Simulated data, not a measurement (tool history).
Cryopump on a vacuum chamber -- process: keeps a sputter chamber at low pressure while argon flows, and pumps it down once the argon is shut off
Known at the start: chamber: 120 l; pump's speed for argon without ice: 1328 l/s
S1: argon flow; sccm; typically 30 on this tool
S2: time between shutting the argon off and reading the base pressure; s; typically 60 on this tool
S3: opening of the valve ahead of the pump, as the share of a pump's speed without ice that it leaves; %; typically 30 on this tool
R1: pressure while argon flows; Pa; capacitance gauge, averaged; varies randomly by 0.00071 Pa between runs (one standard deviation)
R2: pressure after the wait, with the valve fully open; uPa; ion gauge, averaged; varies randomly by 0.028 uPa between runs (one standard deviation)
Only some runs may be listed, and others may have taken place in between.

| run | hour | S1 | S2 | S3 | R1 | R2 |
|---|---|---|---|---|---|---|
| 1 | 0 | 30 | 60 | 30 | 0.1317 | 2.21 |
| 2 | 89.1 | 30 | 60 | 30 | 0.1321 | 2.25 |
| 3 | 182 | 30 | 60 | 30 | 0.1333 | 2.28 |
| 4 | 254.9 | 30 | 21 | 30 | 0.1339 | 4.31 |
| 5 | 379.6 | 30 | 21 | 30 | 0.1348 | 4.42 |
| 6 | 474.5 | 24 | 60 | 30 | 0.1092 | 2.53 |
| 7 | 558.4 | 24 | 60 | 30 | 0.1088 | 2.52 |
| 8 | 613.2 | 14 | 180 | 41 | 0.0487 | 1.89 |
| 9 | 668.4 | 14 | 21 | 41 | 0.0496 | 4.67 |
| 10 | 728.8 | 14 | 21 | 41 | 0.0479 | 4.77 |
| 11 | 809.2 | 14 | 21 | 41 | 0.0499 | 4.82 |
|  | 887.7 | pump warmed up, emptied and cooled again |
| 12 | 887.7 | 30 | 60 | 24 | 0.16 | 2.45 |

Measured minus without-hidden-state, run by run (identical run-to-run variation in each term; gauge scatter may differ):
The tool's hidden condition here consists of: pump's speed, % of a pump's without ice; cold plate's temperature, K; leak into the chamber, uPa l/s; drift of the gauge itself on working_pa, %; drift of the gauge itself on base_upa, %.
| run | R1 | R2 |
|---|---|---|
| 1 | +0.0044 | +0.93 |
| 2 | +0.005 | +0.97 |
| 3 | +0.0057 | +1.02 |
| 4 | +0.0062 | +1.08 |
| 5 | +0.0074 | +1.17 |
| 6 | +0.0066 | +1.25 |
| 7 | +0.0071 | +1.29 |
| 8 | +0.0044 | +1.34 |
| 9 | +0.0046 | +1.41 |
| 10 | +0.0049 | +1.47 |
| 11 | +0.0053 | +1.54 |
| 12 | +0.0005 | +1.17 |
